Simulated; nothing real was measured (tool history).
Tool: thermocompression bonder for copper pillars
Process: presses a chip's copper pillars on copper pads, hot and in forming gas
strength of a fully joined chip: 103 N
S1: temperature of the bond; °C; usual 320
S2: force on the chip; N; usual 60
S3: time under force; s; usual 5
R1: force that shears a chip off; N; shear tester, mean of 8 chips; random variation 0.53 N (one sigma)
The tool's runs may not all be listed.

run	day	S1	S2	S3	R1
1	0	320	60	5	44
2	1.108	320	60	5	44.3
3	3.117	344	60	5	52.8
4	4.188	320	60	8	52.5
5	6.079	320	60	8	52.1
6	7.7	320	60	5	44.5
# day 8.642: forming gas filter changed
7	8.804	320	60	5	44.4
8	10.579	320	60	5	43.4
9	12.592	320	60	5	44.7
10	14.525	320	60	5	45.3
# day 15.342: heater calibrated with a thermocouple chip
11	16.167	320	60	5	45
12	17.858	300	60	5	36.5
13	19.588	300	60	15	54.9
14	21.025	300	60	15	54.4
15	22.654	341	60	5	52.1
16	23.979	341	60	5	51.8
# day 24.562: forming gas filter changed
17	25.012	341	60	5	51.3
18	26.875	341	60	5	51.9
19	27.725	320	60	5	43.6
20	29.612	349	60	5	54.6
21	31.146	297	43	5	26.6
22	32	329	43	3	30.4

Run 23 comes next. What will it give?
23	32.908	329	43	14	?

R1: 53.1 N
Without the tool's hidden state the same run would have given R1 53.3 N.

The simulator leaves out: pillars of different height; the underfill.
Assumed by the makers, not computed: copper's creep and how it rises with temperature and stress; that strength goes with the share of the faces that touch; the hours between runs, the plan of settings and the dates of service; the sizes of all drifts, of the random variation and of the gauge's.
